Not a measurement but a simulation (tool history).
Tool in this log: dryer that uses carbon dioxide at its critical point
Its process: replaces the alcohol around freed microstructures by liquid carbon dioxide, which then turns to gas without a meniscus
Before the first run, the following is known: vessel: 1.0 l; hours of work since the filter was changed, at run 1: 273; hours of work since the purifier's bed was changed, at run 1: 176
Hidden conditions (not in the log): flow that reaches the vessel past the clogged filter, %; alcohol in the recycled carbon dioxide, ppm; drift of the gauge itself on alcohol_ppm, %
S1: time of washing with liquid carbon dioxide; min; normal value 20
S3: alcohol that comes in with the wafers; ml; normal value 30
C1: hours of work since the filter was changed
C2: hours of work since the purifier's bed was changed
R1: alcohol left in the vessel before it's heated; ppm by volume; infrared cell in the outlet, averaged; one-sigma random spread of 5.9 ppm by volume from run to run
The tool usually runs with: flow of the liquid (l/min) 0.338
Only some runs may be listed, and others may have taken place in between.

Run 1, day 0: usual settings; C1 273; C2 176. Result: R1 389 ppm by volume.
Run 2, day 0.879: usual settings but flow of the liquid (l/min) 0.308; C1 283; C2 186. Result: R1 563 ppm by volume.
Run 3, day 1.767: usual settings but flow of the liquid (l/min) 0.308; C1 293; C2 196. Result: R1 564 ppm by volume.
Run 4, day 3.846: usual settings; C1 317; C2 220. Result: R1 442 ppm by volume.
Run 5, day 5.358: usual settings but flow of the liquid (l/min) 0.42; C1 334; C2 237. Result: R1 208 ppm by volume.
Run 6, day 6.788: usual settings but S1 19 min, flow of the liquid (l/min) 0.42; C1 350; C2 253. Result: R1 272 ppm by volume.
At day 7.521: inlet filter changed.
Run 7, day 8.762: usual settings but S1 19 min, flow of the liquid (l/min) 0.42, S3 82 ml; C1 14; C2 275. Result: R1 332 ppm by volume.
Run 8, day 10.817: usual settings but S1 19 min, flow of the liquid (l/min) 0.42, S3 82 ml; C1 37; C2 299. Result: R1 353 ppm by volume.
Run 9, day 12.658: usual settings but S1 19 min, flow of the liquid (l/min) 0.42, S3 82 ml; C1 58; C2 320. Result: R1 372 ppm by volume.
Run 10, day 14.338: usual settings but S1 19 min, flow of the liquid (l/min) 0.232, S3 82 ml; C1 77; C2 339. Result: R1 3371 ppm by volume.
Run 11, day 15.908: usual settings; C1 95; C2 356. Result: R1 356 ppm by volume.
Run 12, day 16.971: usual settings but S3 97 ml; C1 107; C2 368. Result: R1 909 ppm by volume.
Run 13, day 17.904: usual settings but S3 58 ml; C1 118; C2 379. Result: R1 605 ppm by volume.
Run 14, day 19.429: usual settings; C1 135; C2 396. Result: R1 399 ppm by volume.
Run 15, day 20.783: usual settings; C1 151; C2 412. Result: R1 406 ppm by volume.
Run 16, day 22.221: usual settings; C1 167; C2 428. Result: R1 420 ppm by volume.
Run 17, day 24.108: usual settings but S1 29 min; C1 188; C2 450. Result: R1 191 ppm by volume.
Run 18, day 25.75: usual settings but S1 29 min; C1 207; C2 468. Result: R1 194 ppm by volume.
Run 19, day 27.354: usual settings; C1 225; C2 486. Result: R1 473 ppm by volume.
Run 20, day 29.233: usual settings but S1 25 min; C1 247; C2 508. Result: R1 264 ppm by volume.
Run 21, day 30.883: usual settings but S1 25 min; C1 265; C2 526. Result: R1 285 ppm by volume.
Run 22, day 32.1: usual settings but S1 24 min, flow of the liquid (l/min) 0.235; C1 279; C2 540. Result: R1 909 ppm by volume.
Run 23, day 34.029: usual settings but S1 24 min, flow of the liquid (l/min) 0.235, S3 28 ml; C1 301; C2 562. Result: R1 875 ppm by volume.
Run 24, day 35.071: usual settings but S3 31 ml; C1 313; C2 574. Result: R1 560 ppm by volume.
Run 25, day 36.088: usual settings but S1 14 min, flow of the liquid (l/min) 0.557, S3 84 ml; C1 324; C2 586. Result: R1 804 ppm by volume.
Run 26, day 36.967: usual settings but S1 14 min, flow of the liquid (l/min) 0.557, S3 84 ml; C1 334; C2 596. Result: R1 808 ppm by volume.
Run 27, day 37.833: usual settings but flow of the liquid (l/min) 0.237, S3 54 ml; C1 344; C2 605. Result: R1 2657 ppm by volume.
At day 39.117: inlet filter changed.
Run 28, day 39.271: usual settings but flow of the liquid (l/min) 0.454, S3 22 ml; C1 2; C2 621. Result: R1 246 ppm by volume.
Run 29, day 40.988: usual settings but S1 30 min, flow of the liquid (l/min) 0.283, S3 22 ml; C1 21; C2 641. Result: R1 250 ppm by volume.
Run 30, day 42.117: usual settings but S1 18 min, flow of the liquid (l/min) 0.426, S3 84 ml; C1 34; C2 654. Result: R1 541 ppm by volume.
Run 31, day 44.238: usual settings but S1 32 min, flow of the liquid (l/min) 0.426, S3 37 ml; C1 58; C2 678. Result: R1 226 ppm by volume.
Run 32, day 45.346: usual settings but S3 35 ml; C1 71; C2 690. Result: R1 488 ppm by volume.
Run 33, day 46.662: usual settings but S1 24 min, flow of the liquid (l/min) 0.462, S3 42 ml; C1 86; C2 705. Result: R1 242 ppm by volume.
Run 34, day 47.917: usual settings but S1 24 min, flow of the liquid (l/min) 0.462, S3 42 ml; C1 100; C2 719. Result: R1 247 ppm by volume.
Run 35, day 49.212: usual settings but S1 24 min, flow of the liquid (l/min) 0.462, S3 42 ml; C1 115; C2 734. Result: R1 249 ppm by volume.
Run 36, day 51.342: usual settings but S1 24 min, flow of the liquid (l/min) 0.462, S3 42 ml; C1 139; C2 758. Result: R1 267 ppm by volume.
At day 52.367: purifier's bed changed.
Run 37, day 52.975: usual settings but S1 24 min, flow of the liquid (l/min) 0.462, S3 42 ml; C1 156; C2 7. Result: R1 16 ppm by volume.
Run 38, day 54.617: usual settings but S3 93 ml; C1 175; C2 26. Result: R1 874 ppm by volume.
Run 39, day 56.362: usual settings but S3 93 ml; C1 194; C2 45. Result: R1 942 ppm by volume.
Run 40, day 58.383: usual settings but S1 13 min, S3 93 ml; C1 217; C2 68. Result: R1 4765 ppm by volume.
Run 41, day 59.688: usual settings but S1 18 min, flow of the liquid (l/min) 0.257; C1 232; C2 83. Result: R1 1337 ppm by volume.
Run 42, day 61.233: usual settings but S1 17 min, flow of the liquid (l/min) 0.474; C1 250; C2 101. Result: R1 187 ppm by volume.

A few steps of R1 between consecutive runs. Split each: what settings, incoming material and random variation would produce without the hidden state, and what is left over for the hidden state, along with gauge scatter present in only one of the two compared results (measured, and without hidden state):
Run 10 -> 11: S1 19 -> 20, flow of the liquid (l/min) 0.232 -> 0.338, S3 82 -> 30. R1 -3015 ppm by volume: hidden state -256, all else -2759.
Run 27 -> 28: flow of the liquid (l/min) 0.237 -> 0.454, S3 54 -> 22, inlet filter changed. R1 -2411 ppm by volume: hidden state -916, all else -1495.
Run 39 -> 40: S1 20 -> 13. R1 +3823 ppm by volume: hidden state +853, all else +2970.
Run 40 -> 41: S1 13 -> 18, flow of the liquid (l/min) 0.338 -> 0.257, S3 93 -> 30. R1 -3428 ppm by volume: hidden state -783, all else -2645.
